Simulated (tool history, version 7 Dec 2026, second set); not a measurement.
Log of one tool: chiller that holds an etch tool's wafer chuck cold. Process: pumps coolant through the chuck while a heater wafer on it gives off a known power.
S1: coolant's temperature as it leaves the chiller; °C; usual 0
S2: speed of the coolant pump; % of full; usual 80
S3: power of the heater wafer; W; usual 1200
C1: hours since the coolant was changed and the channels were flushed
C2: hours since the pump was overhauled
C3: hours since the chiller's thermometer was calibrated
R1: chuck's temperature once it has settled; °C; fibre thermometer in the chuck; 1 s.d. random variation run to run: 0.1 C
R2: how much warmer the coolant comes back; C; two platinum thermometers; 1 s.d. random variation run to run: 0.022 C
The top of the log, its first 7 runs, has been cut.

{"run": 8, "day": 19.204, "S1": 5, "S2": 80, "S3": 1200, "C1": 4066, "C2": 1796, "C3": 442, "R1": 23.2, "R2": 3.41}
{"run": 9, "day": 22.512, "S1": 5, "S2": 80, "S3": 1200, "C1": 4145, "C2": 1875, "C3": 521, "R1": 23.4, "R2": 3.4}
{"run": 10, "day": 25.5, "S1": 5, "S2": 80, "S3": 1200, "C1": 4217, "C2": 1947, "C3": 593, "R1": 23.4, "R2": 3.41}
{"run": 11, "day": 28.871, "S1": 5, "S2": 80, "S3": 1200, "C1": 4298, "C2": 2028, "C3": 674, "R1": 23.6, "R2": 3.39}
{"run": 12, "day": 32.846, "S1": 8, "S2": 80, "S3": 1200, "C1": 4393, "C2": 2123, "C3": 769, "R1": 26.7, "R2": 3.43}
{"run": 13, "day": 35.638, "S1": 0, "S2": 94, "S3": 1200, "C1": 4460, "C2": 2190, "C3": 836, "R1": 16.4, "R2": 2.96}
{"run": 14, "day": 37.783, "S1": 0, "S2": 94, "S3": 1200, "C1": 4512, "C2": 2242, "C3": 888, "R1": 16.6, "R2": 2.95}
{"run": 15, "day": 41.721, "S1": 0, "S2": 68, "S3": 1200, "C1": 4606, "C2": 2336, "C3": 982, "R1": 21.5, "R2": 4.0}
{"run": 16, "day": 43.825, "S1": 0, "S2": 68, "S3": 1200, "C1": 4657, "C2": 2387, "C3": 1033, "R1": 21.5, "R2": 4.05}
{"run": 17, "day": 45.875, "S1": 8, "S2": 98, "S3": 1460, "C1": 4706, "C2": 2436, "C3": 1082, "R1": 27.8, "R2": 3.42}
{"run": 18, "day": 49.562, "S1": 8, "S2": 85, "S3": 699, "C1": 4794, "C2": 2525, "C3": 1170, "R1": 18.5, "R2": 1.9}
{"run": 19, "day": 53.208, "S1": 8, "S2": 85, "S3": 699, "C1": 4882, "C2": 2612, "C3": 1258, "R1": 18.5, "R2": 1.86}
{"day": 54.629, "done": "coolant changed, channels flushed"}
{"run": 20, "day": 56.512, "S1": 8, "S2": 85, "S3": 699, "C1": 45, "C2": 2685, "C3": 1331, "R1": 16.1, "R2": 1.89}
{"run": 21, "day": 60.088, "S1": 8, "S2": 85, "S3": 699, "C1": 131, "C2": 2771, "C3": 1417, "R1": 16.3, "R2": 1.91}
{"run": 22, "day": 62.617, "S1": 8, "S2": 85, "S3": 699, "C1": 192, "C2": 2832, "C3": 1478, "R1": 16.2, "R2": 1.88}
{"run": 23, "day": 64.812, "S1": -4, "S2": 62, "S3": 1277, "C1": 244, "C2": 2885, "C3": 1530, "R1": 15.4, "R2": 4.69}
{"run": 24, "day": 68.5, "S1": -4, "S2": 62, "S3": 1415, "C1": 333, "C2": 2973, "C3": 1619, "R1": 17.7, "R2": 5.22}
{"run": 25, "day": 72.183, "S1": 8, "S2": 62, "S3": 662, "C1": 421, "C2": 3062, "C3": 1707, "R1": 18.0, "R2": 2.43}
{"run": 26, "day": 73.992, "S1": -3, "S2": 93, "S3": 808, "C1": 465, "C2": 3105, "C3": 1751, "R1": 5.9, "R2": 1.98}
{"run": 27, "day": 76.833, "S1": -3, "S2": 93, "S3": 808, "C1": 533, "C2": 3173, "C3": 1819, "R1": 6.0, "R2": 2.01}
{"run": 28, "day": 80.204, "S1": 0, "S2": 91, "S3": 857, "C1": 614, "C2": 3254, "C3": 1900, "R1": 9.7, "R2": 2.17}

Run 29, settings as shown, results not yet in. Your forecast:
{"run": 29, "day": 84.058, "S1": 0, "S2": 80, "S3": 1039, "C1": 706, "C2": 3347, "C3": 1992, "R1": "?", "R2": "?"}

{"run 29": {"R1": 13.4, "R2": 3.0}}
The same run, on a tool lacking any hidden state, would have yielded R1 12.9 °C, R2 2.86 C.
